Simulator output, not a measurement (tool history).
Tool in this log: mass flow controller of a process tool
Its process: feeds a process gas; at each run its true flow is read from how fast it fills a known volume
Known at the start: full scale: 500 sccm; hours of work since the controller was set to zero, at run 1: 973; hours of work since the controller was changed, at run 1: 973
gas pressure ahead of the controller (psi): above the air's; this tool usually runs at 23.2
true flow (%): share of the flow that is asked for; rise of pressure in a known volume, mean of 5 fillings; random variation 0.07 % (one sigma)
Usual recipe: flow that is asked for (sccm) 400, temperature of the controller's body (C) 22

run   hour  flow that is asked for (sccm)  gas pressure ahead of the controller (psi)  temperature of the controller's body (C)  hours of work since the controller was set to zero  hours of work since the controller was changed  true flow (%)
  1      0                            400                                        23.2                                        22                                                 973                                             973           99.3
  2   38.8                            400                                        23.2                                        22                                                 987                                             987          99.41
  3   89.8                            400                                        23.2                                        22                                                1005                                            1005          99.64
  4  143.1                            297                                        23.2                                        22                                                1024                                            1024          99.58
  5  191.6                            297                                        23.2                                        22                                                1041                                            1041          99.76
  6  233.3                            400                                        23.2                                        22                                                1056                                            1056          99.92
  7  277.8                            400                                        23.2                                        22                                                1072                                            1072         100.04
  8  345.6                            400                                        23.2                                        22                                                1097                                            1097          100.2
  9    424                            400                                        22.5                                        21                                                1125                                            1125          100.2

Run 10 is up next; what results do you expect?
 10   463                            313                                        37.7                                        29                                                1139                                            1139              ?

{"run 10": {"true flow (%)": 101.66}}
Had the tool carried no hidden state, the very same run would have given true flow (%) 100.49.
